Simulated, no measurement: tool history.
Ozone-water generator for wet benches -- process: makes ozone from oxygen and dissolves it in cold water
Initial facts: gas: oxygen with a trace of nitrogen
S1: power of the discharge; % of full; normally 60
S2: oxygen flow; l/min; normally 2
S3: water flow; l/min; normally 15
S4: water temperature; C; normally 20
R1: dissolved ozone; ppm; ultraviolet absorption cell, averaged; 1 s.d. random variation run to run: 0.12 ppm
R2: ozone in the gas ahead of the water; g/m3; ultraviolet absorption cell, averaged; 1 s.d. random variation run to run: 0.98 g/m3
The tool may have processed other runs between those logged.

| run | day | S1 | S2 | S3 | S4 | R1 | R2 |
|---|---|---|---|---|---|---|---|
| 1 | 0.000 | 60 | 2 | 15 | 20 | 10.5 | 166.8 |
| 2 | 1.012 | 60 | 2 | 15 | 12 | 11.5 | 166.3 |
| 3 | 1.962 | 60 | 2 | 15 | 12 | 11.5 | 164.2 |
| 4 | 2.688 | 60 | 2 | 15 | 12 | 11.4 | 165.4 |
| 5 | 4.008 | 73 | 2 | 15 | 20 | 12.7 | 195.0 |
| 6 | 4.879 | 73 | 2 | 15 | 20 | 13.0 | 194.5 |
| 7 | 5.708 | 73 | 2 | 15 | 20 | 12.8 | 195.6 |
| 8 | 6.508 | 57 | 2 | 15 | 20 | 10.2 | 154.5 |
| 9 | 7.804 | 57 | 2 | 15 | 20 | 10.3 | 158.1 |
| 10 | 8.754 | 60 | 2 | 15 | 14 | 11.3 | 163.5 |
| 11 | 9.471 | 60 | 2 | 15 | 14 | 11.5 | 163.4 |
|  | 10.896 | water thermometer calibrated |
| 12 | 10.900 | 60 | 2 | 15 | 14 | 11.5 | 161.5 |
| 13 | 12.300 | 60 | 2 | 15 | 20 | 10.6 | 161.8 |
| 14 | 13.475 | 60 | 2 | 15 | 20 | 10.7 | 162.3 |
| 15 | 14.608 | 45 | 2 | 15 | 20 | 8.3 | 125.2 |
| 16 | 16.112 | 45 | 2 | 15 | 20 | 8.1 | 125.8 |
| 17 | 17.592 | 45 | 2 | 15 | 20 | 8.0 | 126.3 |
| 18 | 19.179 | 60 | 2 | 11 | 14 | 15.2 | 163.3 |
| 19 | 20.358 | 62 | 2 | 9 | 20 | 17.0 | 166.8 |
| 20 | 21.050 | 62 | 2 | 9 | 20 | 17.3 | 168.0 |

For run 21, what comes out?
| 21 | 22.604 | 62 | 2 | 9 | 20 | ? | ? |

Run 21 measured R1 17.2 ppm, R2 167.2 g/m3.
Minus the tool's unlogged condition, the same run would have read R1 18.1 ppm, R2 174.1 g/m3.
